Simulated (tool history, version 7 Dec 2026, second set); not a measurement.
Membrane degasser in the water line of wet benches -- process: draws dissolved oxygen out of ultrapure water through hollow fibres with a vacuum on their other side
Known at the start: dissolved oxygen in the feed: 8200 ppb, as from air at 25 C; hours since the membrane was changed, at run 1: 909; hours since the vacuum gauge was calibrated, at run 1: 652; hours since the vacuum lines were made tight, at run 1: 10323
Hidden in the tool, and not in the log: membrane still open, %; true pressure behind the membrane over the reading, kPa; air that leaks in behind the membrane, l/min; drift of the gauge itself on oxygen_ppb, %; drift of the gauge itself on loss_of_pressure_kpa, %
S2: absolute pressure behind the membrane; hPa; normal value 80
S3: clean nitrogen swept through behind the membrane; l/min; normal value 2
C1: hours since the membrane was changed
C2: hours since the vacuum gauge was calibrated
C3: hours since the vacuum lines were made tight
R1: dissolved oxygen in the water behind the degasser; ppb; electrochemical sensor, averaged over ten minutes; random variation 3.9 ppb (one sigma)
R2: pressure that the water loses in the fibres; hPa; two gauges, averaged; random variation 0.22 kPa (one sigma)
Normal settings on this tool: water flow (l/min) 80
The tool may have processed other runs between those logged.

{"run": 1, "hour": 0.0, "water flow (l/min)": 80, "S2": 80, "S3": 2, "C1": 909, "C2": 652, "C3": 10323, "R1": 393.2, "R2": 541.8}
{"run": 2, "hour": 84.7, "water flow (l/min)": 80, "S2": 80, "S3": 2, "C1": 994, "C2": 736, "C3": 10408, "R1": 393.2, "R2": 542.3}
{"run": 3, "hour": 214.5, "water flow (l/min)": 80, "S2": 80, "S3": 2, "C1": 1124, "C2": 866, "C3": 10538, "R1": 389.6, "R2": 539.3}
{"run": 4, "hour": 274.6, "water flow (l/min)": 80, "S2": 187.5, "S3": 2, "C1": 1184, "C2": 926, "C3": 10598, "R1": 1134.8, "R2": 544.5}
{"run": 5, "hour": 380.6, "water flow (l/min)": 80, "S2": 80, "S3": 1.02, "C1": 1290, "C2": 1032, "C3": 10704, "R1": 616.5, "R2": 539.3}
{"run": 6, "hour": 478.2, "water flow (l/min)": 80, "S2": 80, "S3": 1.02, "C1": 1388, "C2": 1130, "C3": 10801, "R1": 626.3, "R2": 542.1}

For run 7, what comes out?
{"run": 7, "hour": 546.1, "water flow (l/min)": 80, "S2": 80, "S3": 1.02, "C1": 1456, "C2": 1198, "C3": 10869, "R1": "?", "R2": "?"}

R1: 626.5 ppb
R2: 541.2 hPa
Were there no unlogged condition in the tool, this run, its random variation unchanged, would have produced R1 626.4 ppb, R2 543 hPa.

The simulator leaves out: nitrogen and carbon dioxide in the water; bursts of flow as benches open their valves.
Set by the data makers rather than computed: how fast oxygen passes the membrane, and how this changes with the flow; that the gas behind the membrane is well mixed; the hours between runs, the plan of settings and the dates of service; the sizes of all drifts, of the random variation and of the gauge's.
